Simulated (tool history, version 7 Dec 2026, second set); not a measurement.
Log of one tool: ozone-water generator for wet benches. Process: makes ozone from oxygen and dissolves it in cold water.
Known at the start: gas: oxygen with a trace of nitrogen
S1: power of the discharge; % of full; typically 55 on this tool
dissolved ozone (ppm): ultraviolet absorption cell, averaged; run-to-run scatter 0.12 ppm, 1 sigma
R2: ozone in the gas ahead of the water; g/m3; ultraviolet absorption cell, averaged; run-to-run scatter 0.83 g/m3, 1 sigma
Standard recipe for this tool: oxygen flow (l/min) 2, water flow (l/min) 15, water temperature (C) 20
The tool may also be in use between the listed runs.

Run 1, day 0: usual settings. Result: dissolved ozone (ppm) 10.3, R2 131.4 g/m3.
Run 2, day 2.35: usual settings. Result: dissolved ozone (ppm) 10.2, R2 132.2 g/m3.
Run 3, day 5.108: usual settings. Result: dissolved ozone (ppm) 10.1, R2 132.8 g/m3.
Run 4, day 7.833: usual settings. Result: dissolved ozone (ppm) 10.2, R2 133.3 g/m3.
Run 5, day 10.242: usual settings. Result: dissolved ozone (ppm) 10.1, R2 131.4 g/m3.
Run 6, day 12.542: usual settings. Result: dissolved ozone (ppm) 10.1, R2 132.4 g/m3.
Run 7, day 14.875: usual settings. Result: dissolved ozone (ppm) 9.9, R2 130.8 g/m3.
Run 8, day 16.179: usual settings but oxygen flow (l/min) 2.88. Result: dissolved ozone (ppm) 11.3, R2 116.1 g/m3.
Run 9, day 18.088: usual settings but S1 80 % of full, water temperature (C) 16. Result: dissolved ozone (ppm) 14.7, R2 183.9 g/m3.
Run 10, day 20.079: usual settings but S1 60 % of full, oxygen flow (l/min) 2.13, water flow (l/min) 20, water temperature (C) 24. Result: dissolved ozone (ppm) 8.5, R2 139.4 g/m3.
Run 11, day 21.317: usual settings but oxygen flow (l/min) 1.6, water flow (l/min) 13, water temperature (C) 27. Result: dissolved ozone (ppm) 9.8, R2 142.3 g/m3.
Run 12, day 22.675: usual settings but S1 72 % of full, water flow (l/min) 18, water temperature (C) 25. Result: dissolved ozone (ppm) 10.5, R2 166.2 g/m3.
Run 13, day 23.883: usual settings but S1 65 % of full, oxygen flow (l/min) 1.1, water flow (l/min) 12, water temperature (C) 21. Result: dissolved ozone (ppm) 11.3, R2 187.7 g/m3.
Run 14, day 25.467: usual settings but oxygen flow (l/min) 3.35, water flow (l/min) 10, water temperature (C) 21. Result: dissolved ozone (ppm) 15, R2 109.5 g/m3.
Run 15, day 27.996: usual settings but S1 44 % of full, oxygen flow (l/min) 3.35, water flow (l/min) 10, water temperature (C) 15. Result: dissolved ozone (ppm) 13.7, R2 90.2 g/m3.
Run 16, day 30.346: usual settings but oxygen flow (l/min) 2.46, water flow (l/min) 16, water temperature (C) 27. Result: dissolved ozone (ppm) 9.3, R2 122.3 g/m3.

Predict each of these 3 candidate next runs independently; none follows another, all start after run 16:
Run A, day 32.446: usual settings but S1 83 % of full, oxygen flow (l/min) 2.37, water flow (l/min) 13, water temperature (C) 27. Result: dissolved ozone (ppm) ?, R2 ?.
Run B, day 32.446: usual settings but S1 88 % of full, oxygen flow (l/min) 2.46, water flow (l/min) 13, water temperature (C) 27. Result: dissolved ozone (ppm) ?, R2 ?.
Run C, day 32.446: usual settings but water temperature (C) 16. Result: dissolved ozone (ppm) ?, R2 ?.

run  dissolved ozone (ppm)     R2
  A                   15.8  178.6
  B                   16.7  185.2
  C                   10.5  131.8
Stripped of hidden state, with their random variation kept, the same runs would have yielded:
run  dissolved ozone (ppm)     R2
  A                   16.4  179.3
  B                   17.3  185.9
  C                   10.9  132.1
